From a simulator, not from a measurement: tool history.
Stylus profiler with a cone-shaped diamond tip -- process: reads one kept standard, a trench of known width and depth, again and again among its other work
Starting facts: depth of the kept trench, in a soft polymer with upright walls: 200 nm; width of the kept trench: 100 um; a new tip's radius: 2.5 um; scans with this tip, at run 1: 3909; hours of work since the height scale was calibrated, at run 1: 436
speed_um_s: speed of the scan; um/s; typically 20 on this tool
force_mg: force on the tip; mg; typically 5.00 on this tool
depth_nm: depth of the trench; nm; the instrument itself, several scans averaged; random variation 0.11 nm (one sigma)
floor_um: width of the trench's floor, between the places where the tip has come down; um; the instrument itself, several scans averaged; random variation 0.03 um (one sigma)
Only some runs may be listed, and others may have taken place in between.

| run | hour | speed_um_s | force_mg | scans with this tip | hours of work since the height scale was calibrated | depth_nm | floor_um |
|---|---|---|---|---|---|---|---|
| 1 | 0.0 | 20 | 5.00 | 3909 | 436 | 203.42 | 97.72 |
| 2 | 9.3 | 20 | 5.00 | 3973 | 443 | 203.41 | 97.72 |
| 3 | 16.0 | 20 | 5.00 | 4019 | 448 | 203.29 | 97.76 |
| 4 | 25.2 | 20 | 5.00 | 4082 | 455 | 203.54 | 97.68 |
| 5 | 32.2 | 20 | 5.00 | 4130 | 460 | 203.41 | 97.71 |
|  | 33.8 | height scale calibrated on a step standard |
| 6 | 47.3 | 20 | 4.70 | 4231 | 10 | 203.05 | 97.72 |
| 7 | 63.4 | 48 | 5.00 | 4341 | 23 | 203.02 | 97.73 |
| 8 | 73.4 | 48 | 5.00 | 4411 | 30 | 203.15 | 97.66 |
| 9 | 84.1 | 48 | 5.00 | 4484 | 39 | 203.21 | 97.65 |
| 10 | 97.3 | 48 | 5.00 | 4575 | 49 | 203.14 | 97.61 |

Branching from run 10: 5 alternative next runs. What would each branch give?
| A | 110.3 | 20 | 8.25 | 4664 | 59 | ? | ? |
| B | 110.3 | 14 | 5.00 | 4664 | 59 | ? | ? |
| C | 110.3 | 39 | 2.87 | 4664 | 59 | ? | ? |
| D | 110.3 | 6 | 5.00 | 4664 | 59 | ? | ? |
| E | 110.3 | 8 | 9.23 | 4664 | 59 | ? | ? |

| run | depth_nm | floor_um |
|---|---|---|
| A | 204.48 | 97.71 |
| B | 202.93 | 97.71 |
| C | 201.80 | 97.71 |
| D | 203.02 | 97.70 |
| E | 205.09 | 97.70 |
Take away the tool's hidden state, keep each run's random variation, and the runs would have read:
| run | depth_nm | floor_um |
|---|---|---|
| A | 205.35 | 98.02 |
| B | 203.79 | 98.02 |
| C | 202.66 | 98.01 |
| D | 203.88 | 98.01 |
| E | 205.96 | 98.01 |
